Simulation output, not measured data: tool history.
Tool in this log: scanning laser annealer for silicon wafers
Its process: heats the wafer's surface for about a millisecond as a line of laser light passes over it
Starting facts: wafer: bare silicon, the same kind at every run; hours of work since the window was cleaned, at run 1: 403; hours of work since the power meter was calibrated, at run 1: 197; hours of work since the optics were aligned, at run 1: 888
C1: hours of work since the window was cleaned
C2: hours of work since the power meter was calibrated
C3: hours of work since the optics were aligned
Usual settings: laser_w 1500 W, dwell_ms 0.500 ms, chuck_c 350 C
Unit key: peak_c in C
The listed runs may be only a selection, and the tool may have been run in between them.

run 1 hour=0.0 | laser_w=1500 dwell_ms=0.500 chuck_c=350 | C1=403 C2=197 C3=888 | peak_c=1061
run 2 hour=12.8 | laser_w=1500 dwell_ms=0.500 chuck_c=350 | C1=409 C2=203 C3=893 | peak_c=1061
run 3 hour=34.8 | laser_w=1500 dwell_ms=0.500 chuck_c=356 | C1=418 C2=213 C3=903 | peak_c=1067
run 4 hour=50.1 | laser_w=1500 dwell_ms=0.500 chuck_c=356 | C1=425 C2=219 C3=910 | peak_c=1067
run 5 hour=65.6 | laser_w=1500 dwell_ms=0.596 chuck_c=350 | C1=432 C2=226 C3=917 | peak_c=1136
run 6 hour=80.5 | laser_w=1500 dwell_ms=0.596 chuck_c=350 | C1=438 C2=233 C3=923 | peak_c=1137
run 7 hour=99.8 | laser_w=1500 dwell_ms=0.596 chuck_c=350 | C1=447 C2=241 C3=932 | peak_c=1138
run 8 hour=123.9 | laser_w=1500 dwell_ms=0.596 chuck_c=350 | C1=457 C2=252 C3=942 | peak_c=1138
run 9 hour=143.4 | laser_w=1500 dwell_ms=0.596 chuck_c=350 | C1=466 C2=260 C3=951 | peak_c=1135
run 10 hour=154.4 | laser_w=1500 dwell_ms=0.422 chuck_c=350 | C1=471 C2=265 C3=956 | peak_c=996
run 11 hour=172.8 | laser_w=1500 dwell_ms=0.369 chuck_c=350 | C1=479 C2=273 C3=964 | peak_c=950
run 12 hour=193.0 | laser_w=1500 dwell_ms=0.369 chuck_c=350 | C1=488 C2=282 C3=973 | peak_c=949
run 13 hour=203.9 | laser_w=1478 dwell_ms=0.500 chuck_c=321 | C1=493 C2=287 C3=977 | peak_c=1023
run 14 hour=215.1 | laser_w=1380 dwell_ms=0.594 chuck_c=321 | C1=498 C2=292 C3=982 | peak_c=1046
run 15 hour=228.1 | laser_w=1380 dwell_ms=0.594 chuck_c=321 | C1=503 C2=298 C3=988 | peak_c=1048
run 16 hour=244.3 | laser_w=1380 dwell_ms=0.594 chuck_c=321 | C1=510 C2=305 C3=995 | peak_c=1048
run 17 hour=260.6 | laser_w=1434 dwell_ms=0.385 chuck_c=326 | C1=518 C2=312 C3=1002 | peak_c=914

Predict each of these 3 candidate next runs independently; none follows another, all start after run 17:
run A hour=272.9 | laser_w=1410 dwell_ms=0.430 chuck_c=330 | C1=523 C2=317 C3=1008 | peak_c=?
run B hour=272.9 | laser_w=1434 dwell_ms=0.385 chuck_c=377 | C1=523 C2=317 C3=1008 | peak_c=?
run C hour=272.9 | laser_w=1352 dwell_ms=0.385 chuck_c=375 | C1=523 C2=317 C3=1008 | peak_c=?

run=A peak_c=946
run=B peak_c=967
run=C peak_c=933
Had the tool no hidden state, the same runs would have come out as:
run=A peak_c=947
run=B peak_c=968
run=C peak_c=933
